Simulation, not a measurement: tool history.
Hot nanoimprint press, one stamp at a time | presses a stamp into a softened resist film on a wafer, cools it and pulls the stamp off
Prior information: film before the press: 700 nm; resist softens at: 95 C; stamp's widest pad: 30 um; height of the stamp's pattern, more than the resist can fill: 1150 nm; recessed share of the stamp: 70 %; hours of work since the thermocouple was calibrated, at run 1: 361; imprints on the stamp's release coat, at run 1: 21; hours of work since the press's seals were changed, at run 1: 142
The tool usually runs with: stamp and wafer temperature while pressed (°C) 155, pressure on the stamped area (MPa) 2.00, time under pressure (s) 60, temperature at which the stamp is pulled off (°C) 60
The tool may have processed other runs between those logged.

run	hour	stamp and wafer temperature while pressed (°C)	pressure on the stamped area (MPa)	time under pressure (s)	temperature at which the stamp is pulled off (°C)	hours of work since the thermocouple was calibrated	imprints on the stamp's release coat	hours of work since the press's seals were changed	resist left under the stamp's widest pad (nm)	greatest force while the stamp is pulled off (N)
1	0.0	155	2.00	60	60	361	21	142	330.1	116
2	8.7	155	2.00	60	60	367	50	148	327.0	115
3	15.1	155	1.27	60	60	371	71	152	407.1	113
4	22.7	155	1.27	60	60	376	96	157	407.0	114
5	32.0	155	1.27	60	60	382	126	163	406.5	117
6	39.4	155	1.27	60	60	387	150	168	405.8	118
7	49.2	155	2.00	60	60	393	182	174	328.7	114
8	57.7	155	2.00	60	52	399	210	180	328.3	125
9	63.7	155	2.00	60	52	403	230	184	329.5	125
10	67.8	155	2.00	60	52	405	243	187	327.4	125
11	77.3	160	1.59	83	60	412	274	193	276.1	114
12	86.2	155	2.62	34	60	418	303	199	348.3	123
# hour 97.6: plate thermocouple calibrated
13	98.0	155	2.62	34	60	0	332	205	366.1	122
14	104.8	155	2.62	34	60	5	354	209	367.6	120
15	112.3	155	2.22	52	60	10	379	214	347.7	123
16	117.2	155	2.22	52	60	13	395	217	343.7	124
17	123.0	151	2.22	52	60	17	414	221	395.2	120
18	131.1	151	2.22	30	54	22	440	226	461.5	130

How the hidden state differs across the entries between the runs, from the last listed run before each to the first after it:
After run 12, before run 13: plate thermocouple calibrated (hour 97.6)
  true temperature over the reading, C: 1.53 -> -0.21; pressure that arrives at the usual setting, %: 99.41 -> 99.39; grip of the stamp's worn release coat, % over a new coat's: 3.5 -> 3.8
  the result without the hidden state subtracted from the measured one, resist left under the stamp's widest pad (nm): -16.5 -> +3.9; greatest force while the stamp is pulled off (N): +3 -> +5

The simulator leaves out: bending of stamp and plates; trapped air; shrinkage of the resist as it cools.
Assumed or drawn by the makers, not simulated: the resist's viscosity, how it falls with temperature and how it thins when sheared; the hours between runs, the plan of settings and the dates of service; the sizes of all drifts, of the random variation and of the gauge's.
